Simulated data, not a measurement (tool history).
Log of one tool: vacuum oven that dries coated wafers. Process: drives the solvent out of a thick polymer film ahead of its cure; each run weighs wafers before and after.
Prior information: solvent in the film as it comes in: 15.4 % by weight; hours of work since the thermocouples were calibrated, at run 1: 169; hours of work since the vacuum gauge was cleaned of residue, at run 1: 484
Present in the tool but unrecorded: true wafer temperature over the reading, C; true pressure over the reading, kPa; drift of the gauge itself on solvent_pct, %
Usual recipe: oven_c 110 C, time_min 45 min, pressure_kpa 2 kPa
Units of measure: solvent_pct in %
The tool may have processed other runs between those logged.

| run | hour | oven_c | time_min | pressure_kpa | hours of work since the thermocouples were calibrated | hours of work since the vacuum gauge was cleaned of residue | solvent_pct |
|---|---|---|---|---|---|---|---|
| 1 | 0 | 110 | 45 | 2 | 169 | 484 | 1.07 |
| 2 | 20.9 | 110 | 45 | 2 | 179 | 494 | 1.11 |
| 3 | 40.8 | 110 | 45 | 2 | 188 | 503 | 1.07 |
| 4 | 66.3 | 110 | 45 | 2 | 200 | 515 | 1.1 |
| 5 | 81.2 | 110 | 67 | 2 | 207 | 522 | 0.65 |
| 6 | 104.9 | 110 | 67 | 2 | 219 | 534 | 0.65 |
| 7 | 124.9 | 110 | 24 | 2 | 228 | 543 | 2.91 |
| 8 | 141.4 | 110 | 24 | 2 | 236 | 551 | 3.01 |
| 9 | 157.5 | 110 | 24 | 1.24 | 243 | 559 | 2.82 |
| 10 | 179.7 | 118 | 45 | 2 | 254 | 569 | 0.46 |
| 11 | 193.7 | 118 | 45 | 2 | 261 | 576 | 0.46 |
| 12 | 208.5 | 118 | 45 | 2 | 268 | 583 | 0.47 |
| 13 | 223.8 | 118 | 45 | 2 | 275 | 590 | 0.44 |
| 14 | 251.6 | 118 | 45 | 2 | 288 | 603 | 0.55 |
| 15 | 277.7 | 118 | 45 | 2 | 300 | 615 | 0.51 |
| 16 | 296.5 | 110 | 45 | 3.12 | 309 | 624 | 1.39 |
| 17 | 315.8 | 110 | 45 | 3.12 | 318 | 633 | 1.32 |
| 18 | 333.7 | 110 | 45 | 1.53 | 327 | 642 | 1.07 |
| 19 | 362 | 110 | 45 | 1.24 | 340 | 655 | 1 |
| 20 | 384.7 | 110 | 45 | 1.24 | 351 | 666 | 1.02 |
| 21 | 415.1 | 110 | 45 | 1.24 | 365 | 680 | 1.02 |
| 22 | 428.6 | 108 | 45 | 2 | 372 | 687 | 1.54 |
| 23 | 447.5 | 108 | 45 | 2 | 381 | 696 | 1.48 |
| 24 | 472.1 | 104 | 45 | 2 | 392 | 707 | 2.29 |
| 25 | 492.4 | 118 | 45 | 2 | 402 | 717 | 0.49 |
| 26 | 518.3 | 118 | 45 | 2 | 414 | 729 | 0.53 |
| 27 | 536.4 | 111 | 45 | 3.55 | 423 | 738 | 1.38 |
| 28 | 550.4 | 123 | 68 | 2 | 429 | 744 | 0.33 |
| 29 | 579.5 | 123 | 68 | 2 | 443 | 758 | 0.34 |
| 30 | 602.9 | 110 | 37 | 2 | 454 | 769 | 1.6 |
| 31 | 620.7 | 110 | 37 | 2 | 463 | 778 | 1.59 |
| 32 | 645.7 | 110 | 45 | 3.01 | 474 | 790 | 1.46 |
| 33 | 662.8 | 110 | 45 | 3.01 | 483 | 798 | 1.42 |
| 34 | 681.1 | 110 | 29 | 6.56 | 491 | 806 | 3.41 |
| 35 | 694.4 | 110 | 35 | 6.56 | 497 | 813 | 2.71 |
| 36 | 716.7 | 119 | 27 | 1.05 | 508 | 823 | 0.9 |
| 37 | 737.8 | 119 | 27 | 1.05 | 518 | 833 | 0.9 |
| 38 | 761.4 | 119 | 27 | 1.05 | 529 | 844 | 0.85 |
| 39 | 792 | 120 | 29 | 1.05 | 544 | 859 | 0.61 |
| 40 | 817.3 | 120 | 29 | 1.05 | 556 | 871 | 0.64 |
| 41 | 840.9 | 102 | 68 | 2 | 567 | 882 | 1.6 |
| 42 | 866.9 | 102 | 68 | 2 | 579 | 894 | 1.67 |
| 43 | 888.1 | 119 | 23 | 2 | 589 | 904 | 1.44 |
| 44 | 914.5 | 119 | 23 | 2 | 602 | 917 | 1.39 |
| 45 | 945 | 119 | 23 | 2 | 616 | 931 | 1.3 |
| 46 | 962.1 | 119 | 40 | 1.92 | 624 | 939 | 0.59 |
| 47 | 989.3 | 119 | 40 | 1.92 | 637 | 952 | 0.62 |

Forecast each of these 3 alternatives for the next run:
| A | 1006.4 | 113 | 33 | 2 | 645 | 960 | ? |
| B | 1006.4 | 120 | 40 | 2.64 | 645 | 960 | ? |
| C | 1006.4 | 103 | 59 | 4.31 | 645 | 960 | ? |

| run | solvent_pct |
|---|---|
| A | 1.42 |
| B | 0.52 |
| C | 2.4 |
Stripped of hidden state, with their random variation kept, the same runs would have yielded:
| run | solvent_pct |
|---|---|
| A | 1.24 |
| B | 0.43 |
| C | 2.17 |

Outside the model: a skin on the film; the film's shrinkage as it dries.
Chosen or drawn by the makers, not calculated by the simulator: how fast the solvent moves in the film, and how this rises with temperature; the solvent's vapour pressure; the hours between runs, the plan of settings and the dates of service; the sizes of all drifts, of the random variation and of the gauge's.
